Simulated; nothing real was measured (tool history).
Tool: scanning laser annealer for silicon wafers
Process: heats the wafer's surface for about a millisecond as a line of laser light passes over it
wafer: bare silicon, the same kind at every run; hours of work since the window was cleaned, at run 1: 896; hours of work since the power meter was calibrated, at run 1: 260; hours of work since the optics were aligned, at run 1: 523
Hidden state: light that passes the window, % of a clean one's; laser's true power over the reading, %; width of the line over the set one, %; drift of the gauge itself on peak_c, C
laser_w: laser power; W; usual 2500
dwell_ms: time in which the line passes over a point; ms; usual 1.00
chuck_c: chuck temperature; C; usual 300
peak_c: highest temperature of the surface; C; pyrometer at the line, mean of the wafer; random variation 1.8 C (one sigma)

run,hour,laser_w,dwell_ms,chuck_c,hours of work since the window was cleaned,hours of work since the power meter was calibrated,hours of work since the optics were aligned,peak_c
1,0.0,2500,1.00,300,896,260,523,1139
# hour 11.6: window over the wafer cleaned
2,15.0,2500,1.00,300,2,268,531,1137
3,26.9,2604,1.00,300,9,275,538,1177
4,39.5,2300,1.00,300,16,283,546,1066
5,48.1,2300,1.00,300,22,288,551,1070
6,64.6,2300,1.00,300,31,298,560,1066
7,74.2,2300,1.00,300,37,303,566,1064
8,87.8,2300,1.00,300,45,311,574,1064
9,104.4,2500,1.00,273,55,321,584,1109
10,122.2,2500,1.00,273,66,332,595,1115
11,140.8,2500,1.00,291,77,343,606,1130
12,157.7,2500,1.00,291,87,353,616,1127
13,169.4,2500,1.00,291,93,360,623,1128
14,182.8,2500,1.08,300,101,368,630,1175
15,190.9,2500,1.00,300,106,372,635,1140
16,209.5,2500,1.00,290,117,383,646,1129
17,218.2,2500,1.00,290,122,389,651,1129
18,234.1,2500,1.00,290,132,398,661,1130
19,252.9,2139,1.00,300,143,409,672,1010
20,269.4,2500,1.00,300,153,419,682,1135
21,285.6,2500,1.00,300,162,428,691,1139
22,295.4,2500,1.00,300,168,434,697,1136
23,305.8,2202,0.73,300,174,440,703,917
24,318.2,2373,1.00,309,182,448,711,1101
25,326.4,2373,1.00,309,187,453,716,1104
26,343.3,2502,1.00,329,197,463,726,1166
27,354.4,2502,1.00,329,203,469,732,1167
28,362.6,2500,0.95,288,208,474,737,1103
29,370.6,2444,0.76,300,213,479,742,1008
30,380.1,2497,0.88,300,218,484,747,1083
31,391.3,2454,1.00,282,225,491,754,1100
32,403.5,2348,0.86,299,232,498,761,1022
33,412.8,2348,0.86,299,238,504,767,1022
34,425.3,2474,0.84,322,245,511,774,1078
35,434.8,2474,0.84,322,251,517,780,1080
36,449.5,2307,1.00,300,259,526,789,1068
37,458.8,2725,1.00,317,265,531,794,1236
38,478.3,2341,0.92,260,277,543,806,1008
39,496.7,2597,1.03,313,287,554,817,1202
40,514.9,2132,1.10,300,298,564,827,1041
41,529.3,2222,0.87,318,307,573,836,1005

Hidden state at the last listed run before each entry between runs and at the first one after, where it differs:
Between runs 1 and 2: window over the wafer cleaned (hour 11.6)
  light that passes the window, % of a clean one's: 99.79 -> 100; width of the line over the set one, %: 0.08 -> 0.09
  measured less the result without the state, peak_c: -3 -> +0 C
